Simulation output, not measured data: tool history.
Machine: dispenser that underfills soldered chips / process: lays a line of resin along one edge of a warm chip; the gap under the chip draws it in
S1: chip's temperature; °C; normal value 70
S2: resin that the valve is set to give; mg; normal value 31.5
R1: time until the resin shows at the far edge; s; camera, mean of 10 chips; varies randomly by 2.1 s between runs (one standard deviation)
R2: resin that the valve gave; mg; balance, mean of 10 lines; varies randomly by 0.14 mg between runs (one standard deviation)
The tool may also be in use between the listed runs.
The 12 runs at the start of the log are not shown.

{"run": 13, "hour": 39.2, "S1": 70, "S2": 31.5, "R1": 259.8, "R2": 29.56}
{"run": 14, "hour": 41.6, "S1": 70, "S2": 31.5, "R1": 278.9, "R2": 29.83}
{"hour": 43.9, "done": "new syringe of resin"}
{"run": 15, "hour": 46.4, "S1": 70, "S2": 31.5, "R1": 229.9, "R2": 29.61}
{"run": 16, "hour": 48.7, "S1": 70, "S2": 31.5, "R1": 245.8, "R2": 29.6}
{"run": 17, "hour": 50.6, "S1": 70, "S2": 31.5, "R1": 261.6, "R2": 29.53}
{"run": 18, "hour": 55.3, "S1": 70, "S2": 31.5, "R1": 298.5, "R2": 29.56}
{"hour": 55.9, "done": "new syringe of resin"}
{"run": 19, "hour": 57.8, "S1": 70, "S2": 31.5, "R1": 226.2, "R2": 29.27}
{"run": 20, "hour": 62.3, "S1": 59, "S2": 30.3, "R1": 408.1, "R2": 28.07}
{"run": 21, "hour": 64.3, "S1": 59, "S2": 30.3, "R1": 436.9, "R2": 28.05}
{"hour": 67.7, "done": "new syringe of resin"}
{"run": 22, "hour": 68.3, "S1": 56, "S2": 30.3, "R1": 403.4, "R2": 28.01}
{"run": 23, "hour": 71.3, "S1": 56, "S2": 30.3, "R1": 432.0, "R2": 27.97}
{"hour": 73.8, "done": "dispensing valve cleaned and set on the balance"}
{"run": 24, "hour": 75.0, "S1": 59, "S2": 30.3, "R1": 415.5, "R2": 30.06}
{"run": 25, "hour": 78.5, "S1": 56, "S2": 31.5, "R1": 518.3, "R2": 31.43}
{"hour": 80.5, "done": "new syringe of resin"}
{"run": 26, "hour": 80.7, "S1": 67, "S2": 32.8, "R1": 235.6, "R2": 32.69}
{"run": 27, "hour": 84.4, "S1": 60, "S2": 34.2, "R1": 355.1, "R2": 34.05}
{"run": 28, "hour": 86.6, "S1": 55, "S2": 27.2, "R1": 479.4, "R2": 27.21}
{"run": 29, "hour": 90.6, "S1": 55, "S2": 27.2, "R1": 551.0, "R2": 26.93}
{"hour": 92.4, "done": "new syringe of resin"}
{"run": 30, "hour": 94.7, "S1": 71, "S2": 27.2, "R1": 222.2, "R2": 26.99}
{"run": 31, "hour": 98.5, "S1": 71, "S2": 27.2, "R1": 251.5, "R2": 26.88}
{"run": 32, "hour": 101.5, "S1": 70, "S2": 40.2, "R1": 275.4, "R2": 39.32}
{"hour": 104.1, "done": "new syringe of resin"}
{"run": 33, "hour": 104.1, "S1": 70, "S2": 40.2, "R1": 208.8, "R2": 39.73}
{"run": 34, "hour": 106.7, "S1": 70, "S2": 40.2, "R1": 220.7, "R2": 39.48}
{"run": 35, "hour": 109.3, "S1": 72, "S2": 27.5, "R1": 234.9, "R2": 26.93}
{"run": 36, "hour": 111.9, "S1": 72, "S2": 27.5, "R1": 250.3, "R2": 26.81}

Consider 4 possible next runs. They are alternatives, not a sequence: every one starts from the tool as it was left by run 36. What does each give?
{"run": "A", "hour": 113.7, "S1": 70, "S2": 31.6, "R1": "?", "R2": "?"}
{"run": "B", "hour": 113.7, "S1": 65, "S2": 37.3, "R1": "?", "R2": "?"}
{"run": "C", "hour": 113.7, "S1": 67, "S2": 31.1, "R1": "?", "R2": "?"}
{"run": "D", "hour": 113.7, "S1": 70, "S2": 37.2, "R1": "?", "R2": "?"}

run=A R1=279.9 R2=30.86
run=B R1=341.9 R2=36.50
run=C R1=315.9 R2=30.52
run=D R1=275.9 R2=36.06
Without the tool's unlogged condition, the same runs would have read:
run=A R1=210.0 R2=31.54
run=B R1=256.8 R2=37.30
run=C R1=236.8 R2=31.19
run=D R1=207.2 R2=36.86
